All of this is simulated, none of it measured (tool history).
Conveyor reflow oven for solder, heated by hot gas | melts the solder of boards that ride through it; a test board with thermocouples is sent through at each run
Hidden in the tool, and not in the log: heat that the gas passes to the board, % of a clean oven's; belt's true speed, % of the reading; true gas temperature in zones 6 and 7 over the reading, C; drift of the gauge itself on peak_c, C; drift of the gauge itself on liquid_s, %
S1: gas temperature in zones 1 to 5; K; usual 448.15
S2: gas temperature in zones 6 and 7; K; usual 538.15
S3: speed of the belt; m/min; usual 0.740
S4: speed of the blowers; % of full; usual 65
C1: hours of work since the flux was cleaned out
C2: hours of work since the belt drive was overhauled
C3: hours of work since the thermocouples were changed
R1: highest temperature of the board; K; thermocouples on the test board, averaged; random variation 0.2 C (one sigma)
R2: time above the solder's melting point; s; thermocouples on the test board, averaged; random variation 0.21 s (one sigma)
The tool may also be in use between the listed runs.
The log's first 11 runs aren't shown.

run,hour,S1,S2,S3,S4,C1,C2,C3,R1,R2
12,453.9,442.15,542.15,0.740,61,128,527,485,518.15,40.2
13,504.1,442.15,542.15,0.740,61,165,563,522,518.15,40.0
14,564.0,448.15,538.15,0.740,65,209,607,566,517.25,41.6
15,610.9,448.15,538.15,0.740,65,243,642,600,517.55,41.8
# hour 619.3: thermocouples of zones 6 and 7 changed
16,642.4,442.15,526.15,0.878,71,265,663,17,502.25,19.2
17,693.7,442.15,526.15,0.878,71,302,701,55,502.45,19.0
18,725.2,435.15,526.15,0.754,71,325,724,78,505.95,27.5
# hour 773.3: flux residue cleaned out of gas plates and filters
19,780.6,439.15,536.15,0.731,80,5,761,115,518.55,41.6
20,808.4,439.15,543.15,0.677,80,26,781,135,527.05,51.5
21,852.3,454.15,540.15,0.878,61,58,814,167,512.25,31.2
22,920.2,454.15,540.15,0.878,61,108,863,217,512.25,31.4
23,981.8,448.15,538.15,0.763,65,153,908,262,516.25,39.3
24,1032.3,448.15,538.15,0.611,79,190,945,299,527.05,60.8
25,1100.0,445.15,543.15,0.740,65,239,995,349,520.65,43.5
26,1157.2,445.15,543.15,0.740,65,281,1037,391,520.95,43.8
27,1190.1,445.15,543.15,0.740,65,306,1061,415,520.85,43.3
28,1220.0,445.15,543.15,0.740,65,327,1083,437,520.95,43.2
29,1248.6,448.15,538.15,0.889,65,348,1104,458,510.15,27.8
# hour 1265.7: flux residue cleaned out of gas plates and filters
30,1297.5,435.15,542.15,0.740,65,23,1136,490,518.05,38.6

3 ways to go on from here, each from the tool as it stands after run 30. What would each give?
A,1352.1,462.15,542.15,0.740,65,63,1176,530,?,?
B,1352.1,435.15,547.15,0.814,64,63,1176,530,?,?
C,1352.1,448.15,538.15,0.740,55,63,1176,530,?,?

run,R1,R2
A,523.85,51.2
B,517.55,34.0
C,514.05,37.8
Without the tool's hidden state the same runs would have given:
run,R1,R2
A,523.75,51.0
B,517.45,33.9
C,513.95,37.6

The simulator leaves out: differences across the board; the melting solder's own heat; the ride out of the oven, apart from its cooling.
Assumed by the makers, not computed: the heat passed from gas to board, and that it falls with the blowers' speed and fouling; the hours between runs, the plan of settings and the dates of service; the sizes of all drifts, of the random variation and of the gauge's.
